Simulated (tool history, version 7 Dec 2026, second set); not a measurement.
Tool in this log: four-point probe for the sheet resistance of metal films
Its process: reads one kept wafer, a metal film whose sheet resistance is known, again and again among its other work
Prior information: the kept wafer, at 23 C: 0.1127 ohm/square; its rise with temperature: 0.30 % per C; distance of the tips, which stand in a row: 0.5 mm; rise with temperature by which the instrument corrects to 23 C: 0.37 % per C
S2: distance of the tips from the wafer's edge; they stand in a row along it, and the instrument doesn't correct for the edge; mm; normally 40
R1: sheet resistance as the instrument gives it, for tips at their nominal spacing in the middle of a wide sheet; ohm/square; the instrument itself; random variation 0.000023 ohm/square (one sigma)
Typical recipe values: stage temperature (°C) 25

{"run": 1, "hour": 0.0, "stage temperature (°C)": 25, "S2": 40, "R1": 0.11255}
{"run": 2, "hour": 14.5, "stage temperature (°C)": 25, "S2": 40, "R1": 0.112539}
{"run": 3, "hour": 24.9, "stage temperature (°C)": 25, "S2": 40, "R1": 0.112525}
{"run": 4, "hour": 32.7, "stage temperature (°C)": 25, "S2": 40, "R1": 0.112582}
{"run": 5, "hour": 43.9, "stage temperature (°C)": 19, "S2": 40, "R1": 0.113052}
{"run": 6, "hour": 55.5, "stage temperature (°C)": 34, "S2": 40, "R1": 0.11185}
{"run": 7, "hour": 64.5, "stage temperature (°C)": 34, "S2": 16, "R1": 0.111909}
{"run": 8, "hour": 78.4, "stage temperature (°C)": 34, "S2": 16, "R1": 0.111907}
{"run": 9, "hour": 94.3, "stage temperature (°C)": 34, "S2": 16, "R1": 0.111919}
{"run": 10, "hour": 103.2, "stage temperature (°C)": 34, "S2": 16, "R1": 0.111902}
{"run": 11, "hour": 115.9, "stage temperature (°C)": 34, "S2": 65, "R1": 0.111863}
{"run": 12, "hour": 127.2, "stage temperature (°C)": 34, "S2": 65, "R1": 0.111832}
{"run": 13, "hour": 140.2, "stage temperature (°C)": 34, "S2": 65, "R1": 0.111848}
{"run": 14, "hour": 151.7, "stage temperature (°C)": 19, "S2": 40, "R1": 0.113042}
{"run": 15, "hour": 165.8, "stage temperature (°C)": 19, "S2": 40, "R1": 0.113038}
{"run": 16, "hour": 181.9, "stage temperature (°C)": 19, "S2": 40, "R1": 0.113033}
{"run": 17, "hour": 194.2, "stage temperature (°C)": 25, "S2": 3, "R1": 0.114191}
{"run": 18, "hour": 205.4, "stage temperature (°C)": 33, "S2": 3, "R1": 0.113592}
{"run": 19, "hour": 219.9, "stage temperature (°C)": 25, "S2": 40, "R1": 0.112571}
{"run": 20, "hour": 235.3, "stage temperature (°C)": 25, "S2": 44, "R1": 0.112518}
{"run": 21, "hour": 248.1, "stage temperature (°C)": 25, "S2": 60, "R1": 0.112558}
{"run": 22, "hour": 257.2, "stage temperature (°C)": 25, "S2": 3, "R1": 0.114197}
{"run": 23, "hour": 272.5, "stage temperature (°C)": 25, "S2": 10, "R1": 0.112686}
{"run": 24, "hour": 281.1, "stage temperature (°C)": 25, "S2": 49, "R1": 0.112521}
{"run": 25, "hour": 291.3, "stage temperature (°C)": 25, "S2": 49, "R1": 0.112556}
{"run": 26, "hour": 300.1, "stage temperature (°C)": 19, "S2": 32, "R1": 0.113044}
{"run": 27, "hour": 312.5, "stage temperature (°C)": 18, "S2": 11, "R1": 0.113167}
{"run": 28, "hour": 326.1, "stage temperature (°C)": 33, "S2": 11, "R1": 0.112059}
{"run": 29, "hour": 333.0, "stage temperature (°C)": 33, "S2": 11, "R1": 0.112087}
{"run": 30, "hour": 343.5, "stage temperature (°C)": 35, "S2": 52, "R1": 0.111749}
{"run": 31, "hour": 357.4, "stage temperature (°C)": 30, "S2": 17, "R1": 0.112212}
{"run": 32, "hour": 371.9, "stage temperature (°C)": 30, "S2": 17, "R1": 0.112227}
{"run": 33, "hour": 387.7, "stage temperature (°C)": 30, "S2": 17, "R1": 0.112192}
{"run": 34, "hour": 394.8, "stage temperature (°C)": 30, "S2": 17, "R1": 0.112215}
{"run": 35, "hour": 410.5, "stage temperature (°C)": 30, "S2": 28, "R1": 0.112181}
{"run": 36, "hour": 420.0, "stage temperature (°C)": 31, "S2": 5, "R1": 0.112666}
{"run": 37, "hour": 427.3, "stage temperature (°C)": 31, "S2": 5, "R1": 0.112691}
{"run": 38, "hour": 435.0, "stage temperature (°C)": 31, "S2": 5, "R1": 0.112669}
{"run": 39, "hour": 450.5, "stage temperature (°C)": 31, "S2": 24, "R1": 0.11206}
{"run": 40, "hour": 465.6, "stage temperature (°C)": 31, "S2": 24, "R1": 0.112103}
{"run": 41, "hour": 477.6, "stage temperature (°C)": 31, "S2": 13, "R1": 0.112148}
{"run": 42, "hour": 487.5, "stage temperature (°C)": 34, "S2": 11, "R1": 0.111996}
{"run": 43, "hour": 498.3, "stage temperature (°C)": 21, "S2": 47, "R1": 0.112857}
{"run": 44, "hour": 509.2, "stage temperature (°C)": 19, "S2": 24, "R1": 0.113072}
{"run": 45, "hour": 524.9, "stage temperature (°C)": 19, "S2": 24, "R1": 0.113011}

Each row is a separate what-if for the run after 45, all from the same tool condition, not one after another. Results?
{"run": "A", "hour": 534.8, "stage temperature (°C)": 30, "S2": 26, "R1": "?"}
{"run": "B", "hour": 534.8, "stage temperature (°C)": 28, "S2": 5, "R1": "?"}
{"run": "C", "hour": 534.8, "stage temperature (°C)": 25, "S2": 51, "R1": "?"}
{"run": "D", "hour": 534.8, "stage temperature (°C)": 26, "S2": 40, "R1": "?"}

run=A R1=0.112195
run=B R1=0.112898
run=C R1=0.112535
run=D R1=0.112458
Stripped of hidden state, with their random variation kept, the same runs would have yielded:
run=A R1=0.112198
run=B R1=0.112901
run=C R1=0.112538
run=D R1=0.112462

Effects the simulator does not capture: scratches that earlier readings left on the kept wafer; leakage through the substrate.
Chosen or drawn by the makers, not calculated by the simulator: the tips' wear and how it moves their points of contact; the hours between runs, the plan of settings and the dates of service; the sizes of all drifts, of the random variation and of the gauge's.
